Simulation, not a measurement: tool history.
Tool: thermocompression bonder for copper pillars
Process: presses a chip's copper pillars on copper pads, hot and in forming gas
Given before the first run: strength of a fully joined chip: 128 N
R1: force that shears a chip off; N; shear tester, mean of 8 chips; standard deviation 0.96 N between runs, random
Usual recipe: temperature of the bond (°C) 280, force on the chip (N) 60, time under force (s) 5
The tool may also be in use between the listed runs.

Run 1, hour 0.0: usual settings. Result: R1 64.2 N.
Run 2, hour 32.2: usual settings. Result: R1 64.4 N.
Run 3, hour 102.3: usual settings. Result: R1 63.1 N.
At hour 145.5: heater calibrated with a thermocouple chip.
Run 4, hour 158.6: usual settings. Result: R1 58.0 N.
Run 5, hour 201.7: usual settings. Result: R1 57.4 N.
Run 6, hour 242.2: usual settings. Result: R1 56.2 N.
At hour 259.5: forming gas filter changed.
Run 7, hour 282.6: usual settings. Result: R1 58.8 N.
Run 8, hour 350.2: usual settings. Result: R1 58.4 N.
Run 9, hour 406.2: usual settings but time under force (s) 3. Result: R1 47.6 N.
Run 10, hour 438.5: usual settings but time under force (s) 3. Result: R1 45.9 N.
Run 11, hour 499.2: usual settings. Result: R1 54.9 N.
At hour 527.3: heater calibrated with a thermocouple chip, once more.
Run 12, hour 564.5: usual settings. Result: R1 72.1 N.
At hour 623.6: forming gas filter changed.
Run 13, hour 625.8: usual settings. Result: R1 74.6 N.
At hour 635.5: force cell calibrated.
Run 14, hour 666.3: usual settings. Result: R1 79.3 N.
Run 15, hour 712.4: usual settings but force on the chip (N) 85. Result: R1 101.7 N.
Run 16, hour 774.6: usual settings but force on the chip (N) 85. Result: R1 101.3 N.
Run 17, hour 836.8: usual settings but force on the chip (N) 85. Result: R1 98.9 N.
Run 18, hour 884.8: usual settings but force on the chip (N) 85. Result: R1 97.7 N.
Run 19, hour 950.3: usual settings but temperature of the bond (°C) 260. Result: R1 55.5 N.
At hour 982.4: forming gas filter changed.
Run 20, hour 1012.8: usual settings but temperature of the bond (°C) 291, force on the chip (N) 36. Result: R1 52.6 N.
Run 21, hour 1057.2: usual settings but force on the chip (N) 61, time under force (s) 14. Result: R1 98.7 N.
Run 22, hour 1122.2: usual settings but temperature of the bond (°C) 271. Result: R1 66.3 N.
Run 23, hour 1154.7: usual settings but temperature of the bond (°C) 295, force on the chip (N) 50. Result: R1 75.1 N.
Run 24, hour 1221.8: usual settings but temperature of the bond (°C) 295, force on the chip (N) 45, time under force (s) 11. Result: R1 85.1 N.
Run 25, hour 1290.3: usual settings but temperature of the bond (°C) 300, force on the chip (N) 56, time under force (s) 4. Result: R1 80.0 N.
At hour 1340.9: forming gas filter changed.
Run 26, hour 1346.9: usual settings but temperature of the bond (°C) 256, time under force (s) 4. Result: R1 44.6 N.
Run 27, hour 1417.0: usual settings but temperature of the bond (°C) 256, time under force (s) 4. Result: R1 45.2 N.
Run 28, hour 1448.7: usual settings but temperature of the bond (°C) 304, time under force (s) 4. Result: R1 89.6 N.
Run 29, hour 1489.4: usual settings but temperature of the bond (°C) 308, time under force (s) 6. Result: R1 100.3 N.
Run 30, hour 1523.4: usual settings but temperature of the bond (°C) 275, force on the chip (N) 38, time under force (s) 3. Result: R1 30.7 N.
Run 31, hour 1578.4: usual settings but temperature of the bond (°C) 275, force on the chip (N) 38, time under force (s) 3. Result: R1 30.4 N.
Run 32, hour 1641.7: usual settings but temperature of the bond (°C) 301, time under force (s) 6. Result: R1 92.0 N.
Run 33, hour 1675.8: usual settings but temperature of the bond (°C) 270, force on the chip (N) 51, time under force (s) 6. Result: R1 52.3 N.
At hour 1701.7: forming gas filter changed.
Run 34, hour 1730.7: usual settings but temperature of the bond (°C) 282, force on the chip (N) 64, time under force (s) 9. Result: R1 89.0 N.

What if the next run were any one of these 4? Each begins from the tool's condition after run 34:
Run A, hour 1774.8: usual settings but temperature of the bond (°C) 251, force on the chip (N) 51, time under force (s) 4. Result: R1 ?.
Run B, hour 1774.8: usual settings but temperature of the bond (°C) 289, force on the chip (N) 64, time under force (s) 9. Result: R1 ?.
Run C, hour 1774.8: usual settings but force on the chip (N) 43. Result: R1 ?.
Run D, hour 1774.8: usual settings but temperature of the bond (°C) 270, force on the chip (N) 64, time under force (s) 9. Result: R1 ?.

run    R1
  A  30.7
  B  94.8
  C  46.7
  D  76.0
What these runs would have given with no unlogged condition in the tool:
run     R1
  A   40.2
  B  106.9
  C   58.3
  D   90.5
